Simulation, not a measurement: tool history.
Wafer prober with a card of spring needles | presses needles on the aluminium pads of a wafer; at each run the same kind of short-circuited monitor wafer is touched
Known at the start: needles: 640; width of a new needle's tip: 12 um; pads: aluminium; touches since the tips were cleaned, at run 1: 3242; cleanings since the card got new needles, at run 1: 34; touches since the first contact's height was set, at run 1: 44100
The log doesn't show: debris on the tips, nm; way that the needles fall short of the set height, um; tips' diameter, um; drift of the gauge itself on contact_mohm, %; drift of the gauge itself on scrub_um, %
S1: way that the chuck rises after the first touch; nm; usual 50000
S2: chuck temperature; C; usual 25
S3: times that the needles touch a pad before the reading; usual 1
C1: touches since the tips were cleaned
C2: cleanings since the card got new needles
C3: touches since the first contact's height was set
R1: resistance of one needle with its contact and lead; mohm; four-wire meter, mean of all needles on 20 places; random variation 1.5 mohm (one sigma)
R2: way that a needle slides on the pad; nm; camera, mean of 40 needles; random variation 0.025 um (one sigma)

run	day	S1	S2	S3	C1	C2	C3	R1	R2
1	0.000	50000	25	1	3242	34	44100	172	12820
# day 0.354: tips cleaned on abrasive film
2	0.958	50000	25	1	3297	35	49303	173	12790
# day 1.296: tips cleaned on abrasive film
3	1.775	50000	25	1	2623	36	53750	169	12710
# day 2.250: tips cleaned on abrasive film
4	2.621	50000	25	1	2024	37	58333	164	12770
# day 3.212: tips cleaned on abrasive film
5	3.371	50000	25	1	858	38	62402	154	12750
6	3.921	50000	42	1	3859	38	65403	175	12760
# day 4.129: tips cleaned on abrasive film
7	4.375	50000	42	1	1330	39	67863	162	12740
8	5.038	50000	42	1	4952	39	71485	183	12760
# day 5.138: tips cleaned on abrasive film
9	5.658	49000	25	1	2840	40	74841	172	12470
# day 6.071: tips cleaned on abrasive film
10	6.129	49000	25	1	310	41	77398	148	12400
# day 7.025: tips cleaned on abrasive film
11	7.038	49000	25	1	78	42	82339	147	12390
12	7.925	50000	25	1	4911	42	87172	182	12660
# day 8.008: tips cleaned on abrasive film
13	8.392	50000	25	1	2110	43	89709	161	12660
# day 8.962: tips cleaned on abrasive film
14	9.288	64000	25	2	1782	44	94573	146	16240
15	9.833	42000	32	1	4751	44	97542	199	10580
# day 9.921: tips cleaned on abrasive film
16	10.258	42000	34	1	1841	45	99843	178	10580
# day 10.850: tips cleaned on abrasive film
17	10.862	54000	25	1	85	46	103128	143	13630
18	11.300	54000	25	1	2465	46	105508	167	13650
# day 11.767: tips cleaned on abrasive film
19	11.962	32000	53	1	1064	47	109088	187	7980
20	12.579	50000	28	2	4448	47	112472	162	12620
# day 12.679: tips cleaned on abrasive film
21	13.496	44000	35	2	4452	48	117442	174	11030
# day 13.617: tips cleaned on abrasive film
22	14.383	50000	25	1	4193	49	122272	177	12610
# day 14.546: tips cleaned on abrasive film
23	15.408	50000	25	1	4692	50	127831	181	12600
# day 15.483: tips cleaned on abrasive film
24	16.162	50000	54	1	3714	51	131929	181	12530

How the hidden state differs across the entries between the runs, from the last listed run before each to the first after it:
Between runs 1 and 2: tips cleaned on abrasive film (day 0.354)
  debris on the tips, nm: 53.8 -> 55.4; way that the needles fall short of the set height, um: 0.34 -> 0.4; tips' diameter, um: 12.59 -> 12.61
  measured less the result without the state, R1: +33 -> +34 mohm; R2: -90 -> -100 nm
Between runs 2 and 3: tips cleaned on abrasive film (day 1.296)
  debris on the tips, nm: 55.4 -> 46.6; way that the needles fall short of the set height, um: 0.4 -> 0.44; tips' diameter, um: 12.61 -> 12.63
  measured less the result without the state, R1: +34 -> +29 mohm; R2: -100 -> -110 nm
Between runs 3 and 4: tips cleaned on abrasive film (day 2.250)
  debris on the tips, nm: 46.6 -> 38.8; way that the needles fall short of the set height, um: 0.44 -> 0.48; tips' diameter, um: 12.63 -> 12.64
  measured less the result without the state, R1: +29 -> +24 mohm; R2: -110 -> -130 nm
Between runs 4 and 5: tips cleaned on abrasive film (day 3.212)
  debris on the tips, nm: 38.8 -> 22.5; way that the needles fall short of the set height, um: 0.48 -> 0.54; tips' diameter, um: 12.64 -> 12.66
  measured less the result without the state, R1: +24 -> +14 mohm; R2: -130 -> -140 nm
Between runs 6 and 7: tips cleaned on abrasive film (day 4.129)
  debris on the tips, nm: 57.3 -> 31.6; way that the needles fall short of the set height, um: 0.54 -> 0.6; tips' diameter, um: 12.66 -> 12.68
  measured less the result without the state, R1: +35 -> +19 mohm; R2: -140 -> -150 nm
Between runs 8 and 9: tips cleaned on abrasive film (day 5.138)
  debris on the tips, nm: 66.5 -> 47.9; way that the needles fall short of the set height, um: 0.6 -> 0.65; tips' diameter, um: 12.68 -> 12.7
  measured less the result without the state, R1: +41 -> +32 mohm; R2: -150 -> -160 nm
Between runs 9 and 10: tips cleaned on abrasive film (day 6.071)
  debris on the tips, nm: 47.9 -> 12.8; way that the needles fall short of the set height, um: 0.65 -> 0.7; tips' diameter, um: 12.7 -> 12.72
  measured less the result without the state, R1: +32 -> +9 mohm; R2: -160 -> -180 nm
Between runs 10 and 11: tips cleaned on abrasive film (day 7.025)
  debris on the tips, nm: 12.8 -> 6.8; way that the needles fall short of the set height, um: 0.7 -> 0.75; tips' diameter, um: 12.72 -> 12.73
  measured less the result without the state, R1: +9 -> +6 mohm; R2: -180 -> -190 nm
Between runs 12 and 13: tips cleaned on abrasive film (day 8.008)
  debris on the tips, nm: 64.1 -> 39.6; way that the needles fall short of the set height, um: 0.75 -> 0.8; tips' diameter, um: 12.73 -> 12.75
  measured less the result without the state, R1: +41 -> +25 mohm; R2: -200 -> -200 nm
Between runs 13 and 14: tips cleaned on abrasive film (day 8.962)
  debris on the tips, nm: 39.6 -> 38.8; way that the needles fall short of the set height, um: 0.8 -> 0.85; tips' diameter, um: 12.75 -> 12.77
  measured less the result without the state, R1: +25 -> +11 mohm; R2: -200 -> -220 nm
Between runs 15 and 16: tips cleaned on abrasive film (day 9.921)
  debris on the tips, nm: 64.9 -> 37.9; way that the needles fall short of the set height, um: 0.85 -> 0.89; tips' diameter, um: 12.77 -> 12.78
  measured less the result without the state, R1: +55 -> +32 mohm; R2: -220 -> -230 nm
Between runs 16 and 17: tips cleaned on abrasive film (day 10.850)
  debris on the tips, nm: 37.9 -> 6.7; way that the needles fall short of the set height, um: 0.89 -> 0.94; tips' diameter, um: 12.78 -> 12.8
  measured less the result without the state, R1: +32 -> +5 mohm; R2: -230 -> -240 nm
Between runs 18 and 19: tips cleaned on abrasive film (day 11.767)
  debris on the tips, nm: 46.8 -> 22.5; way that the needles fall short of the set height, um: 0.94 -> 0.98; tips' diameter, um: 12.8 -> 12.81
  measured less the result without the state, R1: +27 -> +32 mohm; R2: -240 -> -260 nm
Between runs 20 and 21: tips cleaned on abrasive film (day 12.679)
  debris on the tips, nm: 62.9 -> 63.9; way that the needles fall short of the set height, um: 0.98 -> 1.03; tips' diameter, um: 12.81 -> 12.83
  measured less the result without the state, R1: +24 -> +31 mohm; R2: -250 -> -270 nm
Between runs 21 and 22: tips cleaned on abrasive film (day 13.617)
  debris on the tips, nm: 63.9 -> 60.9; way that the needles fall short of the set height, um: 1.03 -> 1.07; tips' diameter, um: 12.83 -> 12.85
  measured less the result without the state, R1: +31 -> +39 mohm; R2: -270 -> -280 nm
Between runs 22 and 23: tips cleaned on abrasive film (day 14.546)
  debris on the tips, nm: 60.9 -> 63.4; way that the needles fall short of the set height, um: 1.07 -> 1.11; tips' diameter, um: 12.85 -> 12.86
  measured less the result without the state, R1: +39 -> +41 mohm; R2: -280 -> -290 nm
Between runs 23 and 24: tips cleaned on abrasive film (day 15.483)
  debris on the tips, nm: 63.4 -> 57.7; way that the needles fall short of the set height, um: 1.11 -> 1.15; tips' diameter, um: 12.86 -> 12.87
  measured less the result without the state, R1: +41 -> +36 mohm; R2: -290 -> -290 nm
